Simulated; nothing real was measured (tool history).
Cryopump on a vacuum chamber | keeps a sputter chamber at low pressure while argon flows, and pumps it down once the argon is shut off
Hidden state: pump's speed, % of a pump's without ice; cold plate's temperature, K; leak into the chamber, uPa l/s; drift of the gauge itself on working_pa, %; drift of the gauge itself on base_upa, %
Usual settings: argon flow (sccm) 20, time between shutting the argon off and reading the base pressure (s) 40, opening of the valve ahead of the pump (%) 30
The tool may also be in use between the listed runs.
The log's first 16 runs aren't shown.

run,hour,argon flow (sccm),time between shutting the argon off and reading the base pressure (s),opening of the valve ahead of the pump (%),hours of work since the pump was warmed up and emptied,hours of work since the cold head was overhauled,hours of work since the chamber's fittings were tightened,pressure while argon flows (Pa),pressure after the wait (uPa)
17,183.2,8,40,30,152,152,2090,0.0331,4.61
18,196.9,8,40,30,159,159,2096,0.0331,4.56
19,212.2,20,183,32,166,166,2104,0.0774,2.80
20,220.9,13,183,30,171,171,2108,0.0533,2.86
21,234.2,18,183,30,177,177,2115,0.0739,2.92
22,249.3,18,183,30,185,185,2122,0.0742,2.92
23,260.3,18,159,30,190,190,2128,0.0743,3.04
24,267.1,18,159,30,193,193,2131,0.0740,2.97
25,277.8,12,40,18,199,199,2136,0.0822,4.53
26,292.0,20,55,30,206,206,2143,0.0828,3.94
27,300.9,20,55,30,210,210,2148,0.0828,3.93
28,310.3,20,55,30,215,215,2152,0.0823,4.07
29,325.9,23,90,51,223,223,2160,0.0567,3.40
30,335.7,10,40,36,227,227,2165,0.0346,4.68
31,344.9,17,40,45,232,232,2170,0.0474,4.78
32,351.4,13,74,30,235,235,2173,0.0539,3.64
33,363.4,34,115,29,241,241,2179,0.1449,3.19
34,375.4,9,135,37,247,247,2185,0.0305,3.11

Forecast each of these 3 alternatives for the next run:
A,385.7,31,233,45,252,252,2190,?,?
B,385.7,20,40,25,252,252,2190,?,?
C,385.7,20,24,30,252,252,2190,?,?

run,pressure while argon flows (Pa),pressure after the wait (uPa)
A,0.0864,2.86
B,0.0990,4.79
C,0.0832,6.03
Without the tool's hidden state the same runs would have given:
run,pressure while argon flows (Pa),pressure after the wait (uPa)
A,0.0832,0.59
B,0.0970,2.42
C,0.0811,3.73
